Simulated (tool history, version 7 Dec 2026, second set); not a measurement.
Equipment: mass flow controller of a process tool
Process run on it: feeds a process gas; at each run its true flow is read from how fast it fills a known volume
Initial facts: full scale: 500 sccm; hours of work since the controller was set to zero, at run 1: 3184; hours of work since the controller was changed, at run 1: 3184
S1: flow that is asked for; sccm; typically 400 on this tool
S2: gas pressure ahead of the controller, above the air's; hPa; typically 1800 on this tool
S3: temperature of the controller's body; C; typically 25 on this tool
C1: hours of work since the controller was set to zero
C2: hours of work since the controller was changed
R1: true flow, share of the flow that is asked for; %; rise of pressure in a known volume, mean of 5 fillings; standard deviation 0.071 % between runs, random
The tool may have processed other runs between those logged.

run   hour   S1    S2  S3    C1    C2      R1
  1    0.0  400  1800  25  3184  3184   99.80
  2  107.8  400  1800  25  3253  3253   99.80
  3  168.5  400  1800  25  3292  3292   99.76
  4  258.9  400  1800  25  3351  3351   99.85
  5  379.4  400  1800  25  3428  3428  100.05
  6  477.9  400  1800  25  3492  3492  100.07
  7  557.6   98  1770  25  3543  3543   99.06
  8  664.1  100  2280  22  3612  3612   98.74
  9  735.7  100  2280  22  3658  3658   98.82
 10  794.1  432  2680  25  3696  3696   99.77
 11  863.5   84  2330  25  3740  3740   98.86

Alternative continuations, all from the tool just after run 11; predict every row:
  A  976.4   68  2330  25  3813  3813   ?
  B  976.4  186  2120  25  3813  3813   ?
  C  976.4  161  1680  38  3813  3813   ?

run     R1
  A  98.87
  B  99.39
  C  99.24
The same runs, with their run-to-run variation unchanged, on a tool lacking any hidden condition would have given:
run     R1
  A  98.34
  B  98.87
  C  98.72
